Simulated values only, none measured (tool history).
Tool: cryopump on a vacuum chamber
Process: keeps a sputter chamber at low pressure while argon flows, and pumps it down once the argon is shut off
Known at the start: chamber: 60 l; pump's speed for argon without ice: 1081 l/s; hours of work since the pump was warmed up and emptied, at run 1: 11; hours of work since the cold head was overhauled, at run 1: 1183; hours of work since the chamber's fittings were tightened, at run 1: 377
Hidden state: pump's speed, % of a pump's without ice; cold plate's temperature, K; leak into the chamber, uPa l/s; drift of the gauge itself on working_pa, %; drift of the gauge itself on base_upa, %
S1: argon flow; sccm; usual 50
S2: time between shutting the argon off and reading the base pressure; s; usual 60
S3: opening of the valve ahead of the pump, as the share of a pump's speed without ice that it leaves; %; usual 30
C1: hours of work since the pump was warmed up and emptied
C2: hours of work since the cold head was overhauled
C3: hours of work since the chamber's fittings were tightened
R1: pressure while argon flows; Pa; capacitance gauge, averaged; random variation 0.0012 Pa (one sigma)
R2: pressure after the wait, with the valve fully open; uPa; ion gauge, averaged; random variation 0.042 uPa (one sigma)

run 1 day=0 | S1=50 S2=60 S3=30 | C1=11 C2=1183 C3=377 | R1=0.2622 R2=2.85
run 2 day=4.462 | S1=50 S2=60 S3=30 | C1=90 C2=1261 C3=455 | R1=0.2667 R2=2.88
run 3 day=6.604 | S1=50 S2=60 S3=30 | C1=127 C2=1299 C3=493 | R1=0.267 R2=2.87
run 4 day=11.65 | S1=50 S2=28 S3=30 | C1=216 C2=1387 C3=581 | R1=0.2682 R2=5.36
run 5 day=14.204 | S1=50 S2=60 S3=30 | C1=260 C2=1432 C3=626 | R1=0.2721 R2=2.99
run 6 day=18.233 | S1=50 S2=60 S3=57 | C1=331 C2=1503 C3=697 | R1=0.1503 R2=3.06
run 7 day=22.533 | S1=50 S2=60 S3=57 | C1=406 C2=1578 C3=772 | R1=0.1547 R2=3.26
run 8 day=27.108 | S1=50 S2=60 S3=57 | C1=487 C2=1658 C3=852 | R1=0.1576 R2=3.41
-- day=30.396 pump warmed up, emptied and cooled again
run 9 day=32.321 | S1=50 S2=60 S3=28 | C1=34 C2=1746 C3=940 | R1=0.2819 R2=3.2
run 10 day=35.467 | S1=27 S2=60 S3=28 | C1=89 C2=1801 C3=995 | R1=0.1538 R2=3.27
run 11 day=40.738 | S1=50 S2=33 S3=30 | C1=181 C2=1894 C3=1088 | R1=0.2708 R2=5.11
run 12 day=45.771 | S1=50 S2=33 S3=30 | C1=270 C2=1982 C3=1176 | R1=0.271 R2=5.19
run 13 day=49.554 | S1=50 S2=33 S3=30 | C1=336 C2=2048 C3=1242 | R1=0.2733 R2=5.4
-- day=50.167 leaking fittings of the chamber tightened, without venting
run 14 day=52.154 | S1=50 S2=33 S3=30 | C1=380 C2=2092 C3=35 | R1=0.2763 R2=4.32
run 15 day=57.254 | S1=50 S2=33 S3=30 | C1=469 C2=2182 C3=124 | R1=0.2775 R2=4.4
run 16 day=60.871 | S1=50 S2=33 S3=30 | C1=533 C2=2245 C3=188 | R1=0.2833 R2=4.65
-- day=61.808 pump warmed up, emptied and cooled again
run 17 day=65.262 | S1=50 S2=95 S3=55 | C1=61 C2=2319 C3=261 | R1=0.1479 R2=1.92
run 18 day=70.121 | S1=20 S2=60 S3=30 | C1=146 C2=2404 C3=346 | R1=0.1079 R2=2.78
run 19 day=74.317 | S1=60 S2=190 S3=18 | C1=219 C2=2477 C3=420 | R1=0.5357 R2=1.4
run 20 day=79.312 | S1=42 S2=77 S3=59 | C1=307 C2=2565 C3=507 | R1=0.1236 R2=2.5
run 21 day=83.338 | S1=42 S2=77 S3=23 | C1=377 C2=2635 C3=578 | R1=0.2985 R2=2.59
run 22 day=86.375 | S1=49 S2=54 S3=23 | C1=431 C2=2689 C3=631 | R1=0.3502 R2=3.31
run 23 day=89.671 | S1=49 S2=54 S3=23 | C1=488 C2=2746 C3=689 | R1=0.3534 R2=3.5
run 24 day=91.804 | S1=50 S2=60 S3=26 | C1=526 C2=2784 C3=726 | R1=0.3251 R2=3.23
-- day=92.771 pump warmed up, emptied and cooled again
run 25 day=96.283 | S1=29 S2=85 S3=33 | C1=62 C2=2859 C3=801 | R1=0.1417 R2=2.54

5 ways to go on from here, each from the tool as it stands after run 25. What would each give?
run A day=99.671 | S1=50 S2=60 S3=25 | C1=121 C2=2918 C3=861 | R1=? R2=?
run B day=99.671 | S1=29 S2=60 S3=20 | C1=121 C2=2918 C3=861 | R1=? R2=?
run C day=99.671 | S1=29 S2=289 S3=33 | C1=121 C2=2918 C3=861 | R1=? R2=?
run D day=99.671 | S1=22 S2=125 S3=30 | C1=121 C2=2918 C3=861 | R1=? R2=?
run E day=99.671 | S1=24 S2=122 S3=35 | C1=121 C2=2918 C3=861 | R1=? R2=?

run=A R1=0.3208 R2=3.13
run=B R1=0.2314 R2=3.31
run=C R1=0.1412 R2=1.46
run=D R1=0.1179 R2=2.09
run=E R1=0.1109 R2=2.15
Without the tool's hidden state the same runs would have given:
run=A R1=0.3125 R2=2.4
run=B R1=0.2265 R2=2.54
run=C R1=0.1363 R2=0.72
run=D R1=0.1142 R2=1.34
run=E R1=0.1069 R2=1.39
